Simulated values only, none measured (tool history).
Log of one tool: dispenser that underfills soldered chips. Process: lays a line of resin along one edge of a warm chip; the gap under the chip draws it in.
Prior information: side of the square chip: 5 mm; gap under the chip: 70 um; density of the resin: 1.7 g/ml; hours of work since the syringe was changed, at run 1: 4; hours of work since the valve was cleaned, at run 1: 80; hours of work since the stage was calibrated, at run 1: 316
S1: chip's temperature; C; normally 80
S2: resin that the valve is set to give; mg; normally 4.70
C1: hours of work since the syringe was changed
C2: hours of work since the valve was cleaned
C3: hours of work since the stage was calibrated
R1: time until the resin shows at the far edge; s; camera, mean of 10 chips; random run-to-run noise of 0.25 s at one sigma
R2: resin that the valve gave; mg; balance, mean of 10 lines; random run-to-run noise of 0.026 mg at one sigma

{"run": 1, "day": 0.0, "S1": 80, "S2": 4.7, "C1": 4, "C2": 80, "C3": 316, "R1": 5.3, "R2": 4.45}
{"day": 0.225, "done": "new syringe of resin"}
{"run": 2, "day": 0.296, "S1": 80, "S2": 4.83, "C1": 1, "C2": 85, "C3": 321, "R1": 4.6, "R2": 4.58}
{"run": 3, "day": 0.658, "S1": 95, "S2": 4.7, "C1": 7, "C2": 90, "C3": 327, "R1": 3.6, "R2": 4.41}
{"day": 0.708, "done": "new syringe of resin"}
{"run": 4, "day": 1.117, "S1": 80, "S2": 4.7, "C1": 7, "C2": 98, "C3": 334, "R1": 6.5, "R2": 4.42}
{"day": 1.192, "done": "new syringe of resin"}
{"run": 5, "day": 1.467, "S1": 72, "S2": 4.7, "C1": 4, "C2": 103, "C3": 339, "R1": 8.5, "R2": 4.38}
{"day": 1.667, "done": "new syringe of resin"}
{"run": 6, "day": 1.733, "S1": 72, "S2": 4.34, "C1": 1, "C2": 107, "C3": 343, "R1": 6.4, "R2": 4.0}
{"day": 2.121, "done": "new syringe of resin"}
{"run": 7, "day": 2.2, "S1": 77, "S2": 4.34, "C1": 1, "C2": 114, "C3": 350, "R1": 5.0, "R2": 4.03}
{"day": 2.583, "done": "new syringe of resin"}
{"day": 2.704, "done": "dispensing valve cleaned and set on the balance"}
{"run": 8, "day": 2.771, "S1": 77, "S2": 4.34, "C1": 2, "C2": 1, "C3": 359, "R1": 5.5, "R2": 4.32}
{"day": 3.108, "done": "new syringe of resin"}
{"run": 9, "day": 3.25, "S1": 77, "S2": 4.34, "C1": 2, "C2": 9, "C3": 366, "R1": 5.7, "R2": 4.38}
{"run": 10, "day": 3.496, "S1": 90, "S2": 4.55, "C1": 6, "C2": 13, "C3": 370, "R1": 4.5, "R2": 4.52}
{"day": 3.571, "done": "new syringe of resin"}
{"run": 11, "day": 3.804, "S1": 69, "S2": 5.14, "C1": 4, "C2": 17, "C3": 375, "R1": 8.7, "R2": 5.09}
{"day": 4.025, "done": "new syringe of resin"}
{"run": 12, "day": 4.271, "S1": 75, "S2": 4.87, "C1": 4, "C2": 25, "C3": 382, "R1": 7.3, "R2": 4.79}
{"day": 4.496, "done": "new syringe of resin"}
{"run": 13, "day": 4.596, "S1": 86, "S2": 4.05, "C1": 2, "C2": 30, "C3": 387, "R1": 3.8, "R2": 3.98}
{"day": 4.975, "done": "new syringe of resin"}
{"run": 14, "day": 5.025, "S1": 92, "S2": 4.43, "C1": 1, "C2": 36, "C3": 394, "R1": 2.6, "R2": 4.32}
{"day": 5.438, "done": "new syringe of resin"}
{"run": 15, "day": 5.488, "S1": 92, "S2": 4.43, "C1": 1, "C2": 43, "C3": 401, "R1": 2.8, "R2": 4.3}
{"run": 16, "day": 5.788, "S1": 80, "S2": 4.37, "C1": 6, "C2": 48, "C3": 406, "R1": 6.2, "R2": 4.21}
{"day": 5.917, "done": "new syringe of resin"}
{"run": 17, "day": 6.054, "S1": 94, "S2": 4.59, "C1": 2, "C2": 52, "C3": 410, "R1": 3.7, "R2": 4.43}

Below are 4 alternative next runs, each starting from the tool's condition after run 17. Predict each:
{"day": 6.371, "done": "new syringe of resin"}
{"run": "A", "day": 6.396, "S1": 69, "S2": 4.44, "C1": 0, "C2": 58, "C3": 415, "R1": "?", "R2": "?"}
{"day": 6.371, "done": "new syringe of resin"}
{"run": "B", "day": 6.396, "S1": 94, "S2": 5.32, "C1": 0, "C2": 58, "C3": 415, "R1": "?", "R2": "?"}
{"day": 6.371, "done": "new syringe of resin"}
{"run": "C", "day": 6.396, "S1": 86, "S2": 5.45, "C1": 0, "C2": 58, "C3": 415, "R1": "?", "R2": "?"}
{"day": 6.371, "done": "new syringe of resin"}
{"run": "D", "day": 6.396, "S1": 88, "S2": 5.14, "C1": 0, "C2": 58, "C3": 415, "R1": "?", "R2": "?"}

run=A R1=6.8 R2=4.24
run=B R1=2.9 R2=5.14
run=C R1=3.7 R2=5.27
run=D R1=2.5 R2=4.96
Had the tool no hidden state, the same runs would have come out as:
run=A R1=5.7 R2=4.40
run=B R1=2.6 R2=5.33
run=C R1=3.1 R2=5.46
run=D R1=2.0 R2=5.14

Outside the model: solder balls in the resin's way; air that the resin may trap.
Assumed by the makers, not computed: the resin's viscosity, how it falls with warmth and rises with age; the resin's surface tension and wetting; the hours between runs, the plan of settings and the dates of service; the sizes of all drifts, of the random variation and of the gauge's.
